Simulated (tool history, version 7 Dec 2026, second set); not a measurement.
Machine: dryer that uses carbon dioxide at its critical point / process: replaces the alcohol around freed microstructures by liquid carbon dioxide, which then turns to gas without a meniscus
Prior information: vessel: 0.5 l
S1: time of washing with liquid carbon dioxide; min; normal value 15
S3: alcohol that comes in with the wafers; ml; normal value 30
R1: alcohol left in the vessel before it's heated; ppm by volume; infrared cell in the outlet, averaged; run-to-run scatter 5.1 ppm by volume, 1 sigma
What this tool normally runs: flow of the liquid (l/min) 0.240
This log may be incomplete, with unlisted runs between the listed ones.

Run 1, day 0.000: usual settings. Result: R1 92 ppm by volume.
Run 2, day 1.242: usual settings. Result: R1 96 ppm by volume.
Run 3, day 2.712: usual settings but flow of the liquid (l/min) 0.275. Result: R1 69 ppm by volume.
Run 4, day 4.679: usual settings. Result: R1 118 ppm by volume.
Run 5, day 5.904: usual settings. Result: R1 128 ppm by volume.
Run 6, day 7.179: usual settings. Result: R1 127 ppm by volume.
Run 7, day 8.217: usual settings but flow of the liquid (l/min) 0.336. Result: R1 72 ppm by volume.
Run 8, day 9.704: usual settings but flow of the liquid (l/min) 0.336. Result: R1 77 ppm by volume.
Run 9, day 11.508: usual settings. Result: R1 164 ppm by volume.
Run 10, day 13.025: usual settings. Result: R1 167 ppm by volume.
At day 14.625: inlet filter changed.
Run 11, day 14.821: usual settings. Result: R1 134 ppm by volume.
Run 12, day 15.733: usual settings but S1 9 min. Result: R1 997 ppm by volume.
Run 13, day 17.729: usual settings but S1 18 min. Result: R1 110 ppm by volume.
Run 14, day 19.129: usual settings but S1 18 min. Result: R1 120 ppm by volume.
Run 15, day 20.854: usual settings but S1 18 min. Result: R1 114 ppm by volume.
Run 16, day 22.667: usual settings but S1 12 min. Result: R1 380 ppm by volume.
Run 17, day 23.692: usual settings but S1 12 min. Result: R1 392 ppm by volume.
Run 18, day 25.129: usual settings but S1 12 min. Result: R1 406 ppm by volume.
Run 19, day 26.225: usual settings but S1 12 min. Result: R1 442 ppm by volume.
Run 20, day 27.279: usual settings but S1 12 min. Result: R1 447 ppm by volume.
Run 21, day 29.050: usual settings but S1 20 min, flow of the liquid (l/min) 0.296, S3 103 ml. Result: R1 142 ppm by volume.
Run 22, day 30.092: usual settings but S1 18 min. Result: R1 170 ppm by volume.
At day 30.512: inlet filter changed.
Run 23, day 31.421: usual settings but S1 18 min. Result: R1 146 ppm by volume.
Run 24, day 32.325: usual settings but S1 18 min. Result: R1 146 ppm by volume.
Run 25, day 33.525: usual settings but S1 18 min. Result: R1 159 ppm by volume.
Run 26, day 35.338: usual settings but S1 18 min. Result: R1 168 ppm by volume.
Run 27, day 36.308: usual settings but S1 18 min, flow of the liquid (l/min) 0.231. Result: R1 177 ppm by volume.
Run 28, day 37.221: usual settings but S1 14 min, flow of the liquid (l/min) 0.274, S3 28 ml. Result: R1 201 ppm by volume.
Run 29, day 38.500: usual settings but S1 14 min, flow of the liquid (l/min) 0.274, S3 28 ml. Result: R1 206 ppm by volume.
Run 30, day 39.854: usual settings but S1 17 min, flow of the liquid (l/min) 0.244, S3 25 ml. Result: R1 186 ppm by volume.
Run 31, day 41.979: usual settings but S1 17 min, flow of the liquid (l/min) 0.183, S3 25 ml. Result: R1 333 ppm by volume.
Run 32, day 43.208: usual settings but S1 10 min, S3 58 ml. Result: R1 1668 ppm by volume.
Run 33, day 44.638: usual settings but S1 11 min, flow of the liquid (l/min) 0.255, S3 37 ml. Result: R1 657 ppm by volume.
Run 34, day 46.183: usual settings but S1 9 min, flow of the liquid (l/min) 0.242, S3 99 ml. Result: R1 4243 ppm by volume.
At day 46.325: inlet filter changed.
Run 35, day 47.146: usual settings but S1 9 min, flow of the liquid (l/min) 0.242, S3 99 ml. Result: R1 3084 ppm by volume.
Run 36, day 48.650: usual settings but flow of the liquid (l/min) 0.219, S3 43 ml. Result: R1 343 ppm by volume.
Run 37, day 50.204: usual settings but flow of the liquid (l/min) 0.167, S3 79 ml. Result: R1 1394 ppm by volume.

Below are 4 alternative next runs, each starting from the tool's condition after run 37. Predict each:
Run A, day 51.442: usual settings but flow of the liquid (l/min) 0.272, S3 34 ml. Result: R1 ?.
Run B, day 51.442: usual settings but S1 14 min, flow of the liquid (l/min) 0.231, S3 79 ml. Result: R1 ?.
Run C, day 51.442: usual settings but S1 12 min, flow of the liquid (l/min) 0.167, S3 100 ml. Result: R1 ?.
Run D, day 51.442: usual settings but S1 14 min, S3 25 ml. Result: R1 ?.

run    R1
  A   236
  B   552
  C  4286
  D   292
Take away the tool's hidden state, keep each run's random variation, and the runs would have read:
run    R1
  A    35
  B   298
  C  3668
  D    77
